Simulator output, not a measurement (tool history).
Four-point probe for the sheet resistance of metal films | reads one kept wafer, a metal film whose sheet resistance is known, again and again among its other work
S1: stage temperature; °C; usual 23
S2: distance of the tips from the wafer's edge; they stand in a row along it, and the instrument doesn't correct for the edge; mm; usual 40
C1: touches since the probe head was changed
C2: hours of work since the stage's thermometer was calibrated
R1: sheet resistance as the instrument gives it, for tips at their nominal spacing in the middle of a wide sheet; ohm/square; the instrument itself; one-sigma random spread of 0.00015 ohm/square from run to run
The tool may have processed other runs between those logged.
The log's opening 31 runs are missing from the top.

| run | hour | S1 | S2 | C1 | C2 | R1 |
|---|---|---|---|---|---|---|
| 32 | 772.4 | 18 | 5 | 66016 | 1430 | 0.759603 |
| 33 | 804 | 23 | 12 | 67334 | 1446 | 0.749971 |
| 34 | 839.6 | 23 | 12 | 68817 | 1463 | 0.749803 |
| 35 | 864.2 | 23 | 12 | 69842 | 1475 | 0.749909 |
| 36 | 898.9 | 23 | 22 | 71286 | 1491 | 0.748016 |
| 37 | 915 | 24 | 15 | 71955 | 1499 | 0.749872 |
| 38 | 937.9 | 31 | 24 | 72909 | 1510 | 0.753389 |
| 39 | 967.8 | 31 | 24 | 74152 | 1524 | 0.753384 |
| 40 | 991.8 | 25 | 24 | 75151 | 1536 | 0.74918 |
| 41 | 1010.1 | 33 | 33 | 75915 | 1545 | 0.754518 |
| 42 | 1029.3 | 33 | 33 | 76715 | 1554 | 0.754394 |
| 43 | 1049.6 | 27 | 32 | 77561 | 1564 | 0.750036 |
| 44 | 1077.1 | 27 | 32 | 78705 | 1577 | 0.750029 |

What if the next run were any one of these 4? Each begins from the tool's condition after run 44:
| A | 1107.6 | 20 | 22 | 79974 | 1592 | ? |
| B | 1107.6 | 34 | 4 | 79974 | 1592 | ? |
| C | 1107.6 | 21 | 20 | 79974 | 1592 | ? |
| D | 1107.6 | 22 | 40 | 79974 | 1592 | ? |

| run | R1 |
|---|---|
| A | 0.74593 |
| B | 0.779394 |
| C | 0.746842 |
| D | 0.746746 |
The same runs, with their run-to-run variation unchanged, on a tool lacking any hidden condition would have given:
| run | R1 |
|---|---|
| A | 0.7459 |
| B | 0.779364 |
| C | 0.746813 |
| D | 0.746716 |
